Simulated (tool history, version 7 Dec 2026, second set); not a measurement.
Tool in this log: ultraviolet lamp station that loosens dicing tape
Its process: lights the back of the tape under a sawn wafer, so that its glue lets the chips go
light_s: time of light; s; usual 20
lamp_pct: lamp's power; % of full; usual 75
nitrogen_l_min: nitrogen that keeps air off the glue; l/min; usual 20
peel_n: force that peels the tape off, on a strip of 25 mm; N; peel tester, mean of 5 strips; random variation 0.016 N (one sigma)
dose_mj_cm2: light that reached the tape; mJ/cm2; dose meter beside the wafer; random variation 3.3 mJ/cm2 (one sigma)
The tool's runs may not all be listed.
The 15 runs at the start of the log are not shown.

Run 16, hour 224.0: usual settings but nitrogen_l_min 7 l/min. Result: peel_n 1.583 N, dose_mj_cm2 439 mJ/cm2.
Run 17, hour 242.7: usual settings but lamp_pct 86 % of full, nitrogen_l_min 31 l/min. Result: peel_n 0.678 N, dose_mj_cm2 502 mJ/cm2.
Run 18, hour 257.4: usual settings but nitrogen_l_min 10 l/min. Result: peel_n 1.400 N, dose_mj_cm2 436 mJ/cm2.
Run 19, hour 276.3: usual settings but light_s 16 s, lamp_pct 87 % of full, nitrogen_l_min 27 l/min. Result: peel_n 1.060 N, dose_mj_cm2 399 mJ/cm2.
Run 20, hour 294.6: usual settings but light_s 16 s, lamp_pct 87 % of full, nitrogen_l_min 27 l/min. Result: peel_n 1.004 N, dose_mj_cm2 400 mJ/cm2.
Run 21, hour 314.5: usual settings but light_s 14 s, lamp_pct 96 % of full. Result: peel_n 1.161 N, dose_mj_cm2 381 mJ/cm2.
Run 22, hour 324.1: usual settings but light_s 13 s, lamp_pct 63 % of full. Result: peel_n 2.197 N, dose_mj_cm2 232 mJ/cm2.
Run 23, hour 340.2: usual settings but light_s 13 s, lamp_pct 63 % of full. Result: peel_n 2.104 N, dose_mj_cm2 231 mJ/cm2.
Run 24, hour 348.7: usual settings but light_s 23 s, lamp_pct 76 % of full, nitrogen_l_min 7 l/min. Result: peel_n 1.349 N, dose_mj_cm2 489 mJ/cm2.
Run 25, hour 364.9: usual settings but lamp_pct 83 % of full. Result: peel_n 0.947 N, dose_mj_cm2 461 mJ/cm2.
Run 26, hour 375.7: usual settings but lamp_pct 83 % of full. Result: peel_n 0.932 N, dose_mj_cm2 464 mJ/cm2.
Run 27, hour 388.7: usual settings but lamp_pct 83 % of full. Result: peel_n 0.972 N, dose_mj_cm2 460 mJ/cm2.
Run 28, hour 406.3: usual settings but light_s 32 s, lamp_pct 69 % of full, nitrogen_l_min 13 l/min. Result: peel_n 0.719 N, dose_mj_cm2 610 mJ/cm2.
Run 29, hour 420.0: usual settings but lamp_pct 69 % of full, nitrogen_l_min 26 l/min. Result: peel_n 1.168 N, dose_mj_cm2 383 mJ/cm2.
Run 30, hour 433.5: usual settings but light_s 23 s, lamp_pct 83 % of full, nitrogen_l_min 8 l/min. Result: peel_n 1.207 N, dose_mj_cm2 518 mJ/cm2.

What if the next run were any one of these 4? Each begins from the tool's condition after run 30:
Run A, hour 450.9: usual settings but light_s 23 s, lamp_pct 74 % of full, nitrogen_l_min 8 l/min. Result: peel_n ?, dose_mj_cm2 ?.
Run B, hour 450.9: usual settings but light_s 16 s, lamp_pct 98 % of full. Result: peel_n ?, dose_mj_cm2 ?.
Run C, hour 450.9: usual settings but light_s 11 s, lamp_pct 82 % of full, nitrogen_l_min 8 l/min. Result: peel_n ?, dose_mj_cm2 ?.
Run D, hour 450.9: usual settings but light_s 11 s, nitrogen_l_min 8 l/min. Result: peel_n ?, dose_mj_cm2 ?.

run  peel_n  dose_mj_cm2
  A   1.343          463
  B   1.063          419
  C   2.649          248
  D   2.872          223
Without the tool's unlogged condition, the same runs would have read:
run  peel_n  dose_mj_cm2
  A   0.943          595
  B   0.713          539
  C   2.151          318
  D   2.370          287
